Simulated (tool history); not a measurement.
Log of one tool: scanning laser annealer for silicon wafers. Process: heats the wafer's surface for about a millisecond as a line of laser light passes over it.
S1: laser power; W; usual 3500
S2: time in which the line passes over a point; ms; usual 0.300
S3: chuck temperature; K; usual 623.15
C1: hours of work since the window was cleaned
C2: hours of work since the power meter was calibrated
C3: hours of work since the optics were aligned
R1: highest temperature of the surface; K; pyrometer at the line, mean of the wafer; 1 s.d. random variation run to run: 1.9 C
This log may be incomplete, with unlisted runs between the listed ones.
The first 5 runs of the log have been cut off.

{"run": 6, "hour": 104.0, "S1": 3527, "S2": 0.3, "S3": 623.15, "C1": 38, "C2": 342, "C3": 720, "R1": 1453.15}
{"run": 7, "hour": 130.7, "S1": 3500, "S2": 0.218, "S3": 623.15, "C1": 52, "C2": 356, "C3": 734, "R1": 1331.15}
{"run": 8, "hour": 147.3, "S1": 3500, "S2": 0.3, "S3": 623.15, "C1": 61, "C2": 365, "C3": 743, "R1": 1446.15}
{"run": 9, "hour": 161.9, "S1": 3500, "S2": 0.3, "S3": 623.15, "C1": 68, "C2": 372, "C3": 750, "R1": 1448.15}
{"run": 10, "hour": 179.3, "S1": 3500, "S2": 0.3, "S3": 623.15, "C1": 77, "C2": 382, "C3": 759, "R1": 1443.15}
{"run": 11, "hour": 204.5, "S1": 3500, "S2": 0.3, "S3": 623.15, "C1": 91, "C2": 395, "C3": 772, "R1": 1442.15}
{"run": 12, "hour": 229.2, "S1": 3500, "S2": 0.3, "S3": 623.15, "C1": 103, "C2": 408, "C3": 785, "R1": 1448.15}
{"run": 13, "hour": 242.1, "S1": 3500, "S2": 0.3, "S3": 623.15, "C1": 110, "C2": 414, "C3": 792, "R1": 1444.15}
{"run": 14, "hour": 260.7, "S1": 3500, "S2": 0.268, "S3": 623.15, "C1": 120, "C2": 424, "C3": 802, "R1": 1402.15}
{"run": 15, "hour": 291.7, "S1": 3500, "S2": 0.268, "S3": 623.15, "C1": 136, "C2": 440, "C3": 818, "R1": 1402.15}
{"run": 16, "hour": 317.8, "S1": 3500, "S2": 0.284, "S3": 623.15, "C1": 150, "C2": 454, "C3": 831, "R1": 1425.15}
{"run": 17, "hour": 335.6, "S1": 3500, "S2": 0.3, "S3": 623.15, "C1": 159, "C2": 463, "C3": 841, "R1": 1443.15}
{"run": 18, "hour": 349.0, "S1": 3276, "S2": 0.3, "S3": 623.15, "C1": 166, "C2": 470, "C3": 848, "R1": 1391.15}
{"hour": 355.3, "done": "optics aligned, line set to its width"}
{"run": 19, "hour": 368.6, "S1": 3500, "S2": 0.3, "S3": 632.15, "C1": 174, "C2": 478, "C3": 7, "R1": 1454.15}
{"run": 20, "hour": 400.1, "S1": 3500, "S2": 0.3, "S3": 623.15, "C1": 190, "C2": 494, "C3": 23, "R1": 1443.15}
{"run": 21, "hour": 414.0, "S1": 3500, "S2": 0.3, "S3": 623.15, "C1": 197, "C2": 501, "C3": 31, "R1": 1444.15}

Run 22 has not been measured yet. What should we expect?
{"run": 22, "hour": 437.5, "S1": 3500, "S2": 0.3, "S3": 623.15, "C1": 209, "C2": 514, "C3": 43, "R1": "?"}

Run 22 produced R1 1447.15 K.
The same run, on a tool lacking any hidden state, would have yielded R1 1447.15 K.

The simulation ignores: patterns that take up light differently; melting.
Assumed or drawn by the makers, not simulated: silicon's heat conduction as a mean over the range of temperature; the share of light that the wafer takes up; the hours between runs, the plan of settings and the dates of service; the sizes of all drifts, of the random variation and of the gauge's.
